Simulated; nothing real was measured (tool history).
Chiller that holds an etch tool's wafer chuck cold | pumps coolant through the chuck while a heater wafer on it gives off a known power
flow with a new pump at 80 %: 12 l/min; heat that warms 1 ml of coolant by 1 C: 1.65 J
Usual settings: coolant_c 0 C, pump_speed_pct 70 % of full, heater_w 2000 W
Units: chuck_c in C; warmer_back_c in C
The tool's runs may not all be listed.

run,hour,coolant_c,pump_speed_pct,heater_w,chuck_c,warmer_back_c
1,0,0,70,2000,15.6,6.98
2,71.4,0,70,2000,15.5,6.97
3,128.3,0,70,2000,15.5,7.06
4,179.7,0,70,2000,15.6,7.04
5,253.7,0,70,1729,13.5,6.14
# hour 297.9: chiller's thermometer calibrated
6,343.1,0,70,1729,13.5,6.18
7,428,0,70,1729,13.4,6.23
8,514.6,0,70,1729,13.5,6.24
9,581.2,0,70,1729,13.4,6.22
10,654.2,0,70,1729,13.5,6.23
11,691.6,0,70,1729,13.5,6.4
12,776.7,0,70,1729,13.4,6.38
13,816.4,0,93,1729,11,4.7
# hour 822.8: gauge calibrated
14,904.4,0,93,1729,11.1,4.49
15,953.9,0,93,2015,13.1,5.27
16,1008.8,0,93,2015,13.1,5.28
17,1058.7,5,94,2000,17.6,5.22
18,1142.5,5,94,2000,17.7,5.24
19,1194,5,63,2000,21.7,7.98
20,1276.1,5,63,2000,21.8,8.01
21,1361.8,-8,84,2108,6.6,6.28
22,1436.5,0,73,2396,18.1,8.22
23,1486.2,-4,70,2409,14.9,8.66

The next listed run, before its measurement:
24,1559.3,-1,87,2277,?,?

chuck_c: 14.3 C
warmer_back_c: 6.57 C
Without the tool's hidden state the same run would have given chuck_c 14.2 C, warmer_back_c 6.29 C.
